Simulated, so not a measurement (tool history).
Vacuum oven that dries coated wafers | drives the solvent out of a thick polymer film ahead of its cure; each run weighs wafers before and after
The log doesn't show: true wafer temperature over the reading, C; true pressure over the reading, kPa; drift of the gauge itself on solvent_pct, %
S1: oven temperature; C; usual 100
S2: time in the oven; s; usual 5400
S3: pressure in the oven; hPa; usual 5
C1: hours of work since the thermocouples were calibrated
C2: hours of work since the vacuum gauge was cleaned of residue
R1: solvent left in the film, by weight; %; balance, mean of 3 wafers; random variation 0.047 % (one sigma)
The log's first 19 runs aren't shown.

{"run": 20, "day": 67.679, "S1": 100, "S2": 4260, "S3": 5, "C1": 1262, "C2": 96, "R1": 3.88}
{"run": 21, "day": 71.458, "S1": 100, "S2": 4260, "S3": 5, "C1": 1332, "C2": 166, "R1": 3.84}
{"run": 22, "day": 76.338, "S1": 100, "S2": 5880, "S3": 5, "C1": 1423, "C2": 258, "R1": 2.29}
{"run": 23, "day": 79.017, "S1": 93, "S2": 5400, "S3": 5, "C1": 1473, "C2": 308, "R1": 5.64}
{"run": 24, "day": 82.912, "S1": 93, "S2": 5400, "S3": 5, "C1": 1546, "C2": 380, "R1": 5.53}
{"run": 25, "day": 85.017, "S1": 114, "S2": 7380, "S3": 4.7, "C1": 1585, "C2": 420, "R1": 0.47}
{"run": 26, "day": 89.267, "S1": 114, "S2": 4980, "S3": 2.71, "C1": 1665, "C2": 499, "R1": 0.49}
{"day": 89.667, "done": "oven's thermocouples calibrated"}
{"run": 27, "day": 91.55, "S1": 114, "S2": 4980, "S3": 2.71, "C1": 35, "C2": 540, "R1": 0.57}
{"run": 28, "day": 96.5, "S1": 99, "S2": 8520, "S3": 17.43, "C1": 128, "C2": 633, "R1": 3.45}
{"run": 29, "day": 99.021, "S1": 100, "S2": 7980, "S3": 17.43, "C1": 175, "C2": 680, "R1": 3.37}
{"run": 30, "day": 101.788, "S1": 99, "S2": 5400, "S3": 8.53, "C1": 226, "C2": 731, "R1": 4.37}
{"run": 31, "day": 104.8, "S1": 88, "S2": 4320, "S3": 8.53, "C1": 283, "C2": 788, "R1": 11.23}
{"run": 32, "day": 107.933, "S1": 95, "S2": 6360, "S3": 2.93, "C1": 341, "C2": 846, "R1": 4.6}
{"run": 33, "day": 111.583, "S1": 105, "S2": 6360, "S3": 4.07, "C1": 409, "C2": 914, "R1": 1.56}
{"run": 34, "day": 115.933, "S1": 89, "S2": 3240, "S3": 4.52, "C1": 490, "C2": 995, "R1": 12.45}
{"run": 35, "day": 118.983, "S1": 89, "S2": 3240, "S3": 4.52, "C1": 548, "C2": 1052, "R1": 12.28}
{"run": 36, "day": 122.883, "S1": 112, "S2": 3240, "S3": 4.52, "C1": 620, "C2": 1125, "R1": 1.98}
{"run": 37, "day": 126.733, "S1": 112, "S2": 3240, "S3": 4.52, "C1": 692, "C2": 1197, "R1": 2.01}
{"run": 38, "day": 130.025, "S1": 112, "S2": 3240, "S3": 4.52, "C1": 754, "C2": 1259, "R1": 2.03}

The next listed run, before its measurement:
{"run": 39, "day": 132.262, "S1": 112, "S2": 3240, "S3": 4.52, "C1": 795, "C2": 1300, "R1": "?"}

Run 39 gave R1 2.05 %.
Without the tool's hidden state the same run would have given R1 1.74 %.
